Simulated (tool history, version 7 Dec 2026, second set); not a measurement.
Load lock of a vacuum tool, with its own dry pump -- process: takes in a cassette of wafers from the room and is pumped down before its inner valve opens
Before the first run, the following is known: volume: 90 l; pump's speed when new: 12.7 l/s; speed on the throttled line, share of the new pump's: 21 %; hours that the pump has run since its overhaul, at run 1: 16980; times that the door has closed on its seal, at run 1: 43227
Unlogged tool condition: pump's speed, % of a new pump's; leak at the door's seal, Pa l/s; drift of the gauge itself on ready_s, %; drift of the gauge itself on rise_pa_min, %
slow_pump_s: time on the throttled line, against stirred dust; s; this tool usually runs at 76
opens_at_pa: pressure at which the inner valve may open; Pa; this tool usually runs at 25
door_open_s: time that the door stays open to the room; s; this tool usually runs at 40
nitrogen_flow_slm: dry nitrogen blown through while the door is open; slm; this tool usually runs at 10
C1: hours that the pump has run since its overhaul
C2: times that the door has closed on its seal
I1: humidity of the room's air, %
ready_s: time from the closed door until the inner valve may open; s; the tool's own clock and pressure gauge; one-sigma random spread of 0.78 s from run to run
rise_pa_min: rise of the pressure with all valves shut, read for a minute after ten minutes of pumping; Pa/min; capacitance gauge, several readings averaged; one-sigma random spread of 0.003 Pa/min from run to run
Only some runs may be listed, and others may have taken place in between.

{"run": 1, "hour": 0.0, "slow_pump_s": 76, "opens_at_pa": 25, "door_open_s": 40, "nitrogen_flow_slm": 10, "C1": 16980, "C2": 43227, "I1": 43.2, "ready_s": 134.1, "rise_pa_min": 0.357}
{"run": 2, "hour": 412.3, "slow_pump_s": 126, "opens_at_pa": 25, "door_open_s": 40, "nitrogen_flow_slm": 10, "C1": 17392, "C2": 44276, "I1": 46.4, "ready_s": 170.8, "rise_pa_min": 0.366}
{"run": 3, "hour": 694.7, "slow_pump_s": 126, "opens_at_pa": 25, "door_open_s": 40, "nitrogen_flow_slm": 10, "C1": 17675, "C2": 44996, "I1": 42.3, "ready_s": 171.9, "rise_pa_min": 0.375}
{"hour": 927.5, "done": "dry pump taken out, an overhauled one fitted"}
{"run": 4, "hour": 956.6, "slow_pump_s": 76, "opens_at_pa": 25, "door_open_s": 40, "nitrogen_flow_slm": 15, "C1": 29, "C2": 45647, "I1": 45.3, "ready_s": 118, "rise_pa_min": 0.377}
{"run": 5, "hour": 1193.3, "slow_pump_s": 76, "opens_at_pa": 25, "door_open_s": 40, "nitrogen_flow_slm": 15, "C1": 266, "C2": 46249, "I1": 43.8, "ready_s": 119.6, "rise_pa_min": 0.388}
{"run": 6, "hour": 1538.3, "slow_pump_s": 76, "opens_at_pa": 25, "door_open_s": 40, "nitrogen_flow_slm": 10, "C1": 611, "C2": 47128, "I1": 43.8, "ready_s": 118.3, "rise_pa_min": 0.396}
{"run": 7, "hour": 1863.1, "slow_pump_s": 76, "opens_at_pa": 25, "door_open_s": 40, "nitrogen_flow_slm": 10, "C1": 936, "C2": 47955, "I1": 43, "ready_s": 119.2, "rise_pa_min": 0.41}
{"run": 8, "hour": 2086.5, "slow_pump_s": 76, "opens_at_pa": 25, "door_open_s": 40, "nitrogen_flow_slm": 10, "C1": 1159, "C2": 48523, "I1": 44.2, "ready_s": 119.7, "rise_pa_min": 0.414}
{"run": 9, "hour": 2532.1, "slow_pump_s": 76, "opens_at_pa": 25, "door_open_s": 40, "nitrogen_flow_slm": 10, "C1": 1605, "C2": 49658, "I1": 50, "ready_s": 119.6, "rise_pa_min": 0.442}
{"run": 10, "hour": 2849.3, "slow_pump_s": 76, "opens_at_pa": 25, "door_open_s": 40, "nitrogen_flow_slm": 10, "C1": 1922, "C2": 50465, "I1": 44.2, "ready_s": 119.8, "rise_pa_min": 0.444}
{"run": 11, "hour": 3320.3, "slow_pump_s": 131, "opens_at_pa": 25, "door_open_s": 40, "nitrogen_flow_slm": 10, "C1": 2393, "C2": 51664, "I1": 46.4, "ready_s": 164.4, "rise_pa_min": 0.462}
{"run": 12, "hour": 3573.1, "slow_pump_s": 131, "opens_at_pa": 25, "door_open_s": 40, "nitrogen_flow_slm": 10, "C1": 2646, "C2": 52308, "I1": 44.9, "ready_s": 162.4, "rise_pa_min": 0.466}
{"run": 13, "hour": 4044.1, "slow_pump_s": 131, "opens_at_pa": 20, "door_open_s": 40, "nitrogen_flow_slm": 10, "C1": 3117, "C2": 53507, "I1": 45.8, "ready_s": 165.9, "rise_pa_min": 0.477}
{"run": 14, "hour": 4337.0, "slow_pump_s": 131, "opens_at_pa": 31, "door_open_s": 40, "nitrogen_flow_slm": 10, "C1": 3410, "C2": 54253, "I1": 43.3, "ready_s": 164.5, "rise_pa_min": 0.483}
{"hour": 4531.2, "done": "door's seal changed, seat wiped"}
{"run": 15, "hour": 4727.4, "slow_pump_s": 131, "opens_at_pa": 31, "door_open_s": 40, "nitrogen_flow_slm": 10, "C1": 3798, "C2": 500, "I1": 47.3, "ready_s": 164.6, "rise_pa_min": 0.024}
{"run": 16, "hour": 4960.2, "slow_pump_s": 76, "opens_at_pa": 25, "door_open_s": 104, "nitrogen_flow_slm": 10, "C1": 4031, "C2": 1092, "I1": 44.1, "ready_s": 121.2, "rise_pa_min": 0.045}
{"run": 17, "hour": 5163.2, "slow_pump_s": 76, "opens_at_pa": 25, "door_open_s": 104, "nitrogen_flow_slm": 10, "C1": 4234, "C2": 1609, "I1": 42.5, "ready_s": 123, "rise_pa_min": 0.048}
{"run": 18, "hour": 5616.0, "slow_pump_s": 76, "opens_at_pa": 25, "door_open_s": 104, "nitrogen_flow_slm": 10, "C1": 4687, "C2": 2762, "I1": 44.3, "ready_s": 122.7, "rise_pa_min": 0.049}
{"run": 19, "hour": 5930.2, "slow_pump_s": 76, "opens_at_pa": 25, "door_open_s": 104, "nitrogen_flow_slm": 10, "C1": 5001, "C2": 3562, "I1": 45.7, "ready_s": 121.7, "rise_pa_min": 0.055}
{"run": 20, "hour": 6257.9, "slow_pump_s": 80, "opens_at_pa": 25, "door_open_s": 163, "nitrogen_flow_slm": 16, "C1": 5329, "C2": 4396, "I1": 47.2, "ready_s": 126.6, "rise_pa_min": 0.06}
{"run": 21, "hour": 6464.6, "slow_pump_s": 80, "opens_at_pa": 25, "door_open_s": 163, "nitrogen_flow_slm": 6, "C1": 5536, "C2": 4922, "I1": 42.3, "ready_s": 125.9, "rise_pa_min": 0.073}
{"run": 22, "hour": 6790.8, "slow_pump_s": 72, "opens_at_pa": 41, "door_open_s": 55, "nitrogen_flow_slm": 6, "C1": 5862, "C2": 5752, "I1": 43.3, "ready_s": 115.9, "rise_pa_min": 0.048}
{"run": 23, "hour": 7266.2, "slow_pump_s": 72, "opens_at_pa": 41, "door_open_s": 59, "nitrogen_flow_slm": 6, "C1": 6337, "C2": 6963, "I1": 45.9, "ready_s": 116.6, "rise_pa_min": 0.061}
{"run": 24, "hour": 7666.7, "slow_pump_s": 76, "opens_at_pa": 25, "door_open_s": 40, "nitrogen_flow_slm": 36, "C1": 6738, "C2": 7982, "I1": 44.2, "ready_s": 123.3, "rise_pa_min": 0.04}
{"run": 25, "hour": 8058.1, "slow_pump_s": 76, "opens_at_pa": 25, "door_open_s": 40, "nitrogen_flow_slm": 7, "C1": 7129, "C2": 8979, "I1": 44.2, "ready_s": 123.6, "rise_pa_min": 0.058}
{"run": 26, "hour": 8384.0, "slow_pump_s": 76, "opens_at_pa": 37, "door_open_s": 39, "nitrogen_flow_slm": 10, "C1": 7455, "C2": 9808, "I1": 45.5, "ready_s": 119.9, "rise_pa_min": 0.06}
{"run": 27, "hour": 8661.4, "slow_pump_s": 76, "opens_at_pa": 24, "door_open_s": 37, "nitrogen_flow_slm": 10, "C1": 7732, "C2": 10514, "I1": 44.5, "ready_s": 124.6, "rise_pa_min": 0.061}
{"run": 28, "hour": 9009.7, "slow_pump_s": 76, "opens_at_pa": 24, "door_open_s": 37, "nitrogen_flow_slm": 10, "C1": 8081, "C2": 11401, "I1": 47.8, "ready_s": 125.4, "rise_pa_min": 0.074}
{"run": 29, "hour": 9495.5, "slow_pump_s": 76, "opens_at_pa": 24, "door_open_s": 37, "nitrogen_flow_slm": 10, "C1": 8566, "C2": 12638, "I1": 46.9, "ready_s": 125.7, "rise_pa_min": 0.08}
{"run": 30, "hour": 9824.6, "slow_pump_s": 76, "opens_at_pa": 24, "door_open_s": 37, "nitrogen_flow_slm": 10, "C1": 8896, "C2": 13476, "I1": 46.1, "ready_s": 125, "rise_pa_min": 0.08}
{"run": 31, "hour": 10237.2, "slow_pump_s": 76, "opens_at_pa": 25, "door_open_s": 40, "nitrogen_flow_slm": 7, "C1": 9308, "C2": 14526, "I1": 42.1, "ready_s": 125.7, "rise_pa_min": 0.09}
{"run": 32, "hour": 10714.6, "slow_pump_s": 76, "opens_at_pa": 25, "door_open_s": 40, "nitrogen_flow_slm": 7, "C1": 9786, "C2": 15741, "I1": 45, "ready_s": 125.5, "rise_pa_min": 0.098}
{"run": 33, "hour": 10946.7, "slow_pump_s": 76, "opens_at_pa": 24, "door_open_s": 97, "nitrogen_flow_slm": 45, "C1": 10018, "C2": 16332, "I1": 46.2, "ready_s": 126.1, "rise_pa_min": 0.092}
{"run": 34, "hour": 11314.6, "slow_pump_s": 76, "opens_at_pa": 24, "door_open_s": 97, "nitrogen_flow_slm": 45, "C1": 10386, "C2": 17269, "I1": 49, "ready_s": 126.3, "rise_pa_min": 0.102}
{"run": 35, "hour": 11800.9, "slow_pump_s": 76, "opens_at_pa": 24, "door_open_s": 97, "nitrogen_flow_slm": 45, "C1": 10872, "C2": 18507, "I1": 44.2, "ready_s": 128.5, "rise_pa_min": 0.104}
{"run": 36, "hour": 12091.9, "slow_pump_s": 76, "opens_at_pa": 29, "door_open_s": 40, "nitrogen_flow_slm": 7, "C1": 11163, "C2": 19248, "I1": 45.7, "ready_s": 126.5, "rise_pa_min": 0.115}
{"run": 37, "hour": 12458.6, "slow_pump_s": 76, "opens_at_pa": 47, "door_open_s": 194, "nitrogen_flow_slm": 36, "C1": 11530, "C2": 20181, "I1": 42.7, "ready_s": 122.6, "rise_pa_min": 0.131}
{"run": 38, "hour": 12840.4, "slow_pump_s": 76, "opens_at_pa": 47, "door_open_s": 46, "nitrogen_flow_slm": 13, "C1": 11911, "C2": 21153, "I1": 42.6, "ready_s": 123.4, "rise_pa_min": 0.134}

Below are 3 alternative next runs, each starting from the tool's condition after run 38. Predict each:
{"run": "A", "hour": 13175.3, "slow_pump_s": 76, "opens_at_pa": 47, "door_open_s": 187, "nitrogen_flow_slm": 10, "C1": 12246, "C2": 22006, "I1": 43.6, "ready_s": "?", "rise_pa_min": "?"}
{"run": "B", "hour": 13175.3, "slow_pump_s": 76, "opens_at_pa": 25, "door_open_s": 39, "nitrogen_flow_slm": 6, "C1": 12246, "C2": 22006, "I1": 43.6, "ready_s": "?", "rise_pa_min": "?"}
{"run": "C", "hour": 13175.3, "slow_pump_s": 60, "opens_at_pa": 31, "door_open_s": 40, "nitrogen_flow_slm": 10, "C1": 12246, "C2": 22006, "I1": 44.1, "ready_s": "?", "rise_pa_min": "?"}

run=A ready_s=122.3 rise_pa_min=0.161
run=B ready_s=127.5 rise_pa_min=0.139
run=C ready_s=114.3 rise_pa_min=0.127
Without the tool's hidden state the same runs would have given:
run=A ready_s=115.1 rise_pa_min=0.055
run=B ready_s=119.5 rise_pa_min=0.032
run=C ready_s=105.9 rise_pa_min=0.02
